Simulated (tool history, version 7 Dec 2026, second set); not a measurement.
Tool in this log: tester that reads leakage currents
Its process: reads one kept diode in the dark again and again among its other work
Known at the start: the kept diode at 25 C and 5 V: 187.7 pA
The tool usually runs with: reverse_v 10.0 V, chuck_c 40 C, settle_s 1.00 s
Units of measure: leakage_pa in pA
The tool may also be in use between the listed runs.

run	hour	reverse_v	chuck_c	settle_s	leakage_pa
1	0.0	10.0	40	1.00	884.64
2	70.0	10.0	40	1.00	878.39
3	162.4	10.1	40	1.00	875.00
4	288.5	10.1	40	1.00	863.83
# hour 337.1: chuck's temperature calibrated
5	454.6	14.7	40	1.00	1242.15
6	523.2	14.7	40	1.00	1239.96
7	603.4	14.7	40	1.00	1228.93
8	750.5	14.7	40	1.00	1212.25
9	903.1	14.7	40	1.00	1198.41
10	973.4	14.7	40	1.00	1200.57
11	1085.2	10.0	40	1.00	977.48
12	1173.5	10.0	40	1.00	974.41
# hour 1188.1: tester calibrated
13	1318.7	10.0	40	4.66	966.91
14	1436.7	10.0	40	3.07	957.62
15	1549.8	10.0	40	0.83	956.06
16	1682.8	10.0	40	0.83	942.42
# hour 1711.1: tester calibrated, once more
17	1845.5	10.0	40	0.83	926.41
18	1943.8	10.0	40	0.83	920.36
19	2055.8	10.0	53	0.57	2675.81
20	2194.1	10.0	27	5.23	285.05
21	2342.4	3.9	23	0.40	121.93
22	2446.2	3.9	23	0.40	122.20
23	2554.1	5.9	39	6.10	618.66
24	2670.4	2.8	52	1.30	1256.92
# hour 2732.4: chuck's temperature calibrated
25	2756.3	1.0	29	1.84	127.84
26	2822.5	1.0	29	1.84	127.42
27	2975.2	1.0	29	9.81	125.79

Forecast each of these 5 alternatives for the next run:
A	3052.5	1.0	42	9.81	?
B	3052.5	1.0	59	2.34	?
C	3052.5	1.7	29	2.52	?
D	3052.5	1.0	29	7.19	?
E	3052.5	1.0	41	8.07	?

run	leakage_pa
A	392.17
B	1536.22
C	161.86
D	125.42
E	362.07
Stripped of hidden state, with their random variation kept, the same runs would have yielded:
run	leakage_pa
A	391.18
B	1536.42
C	159.48
D	124.07
E	361.03

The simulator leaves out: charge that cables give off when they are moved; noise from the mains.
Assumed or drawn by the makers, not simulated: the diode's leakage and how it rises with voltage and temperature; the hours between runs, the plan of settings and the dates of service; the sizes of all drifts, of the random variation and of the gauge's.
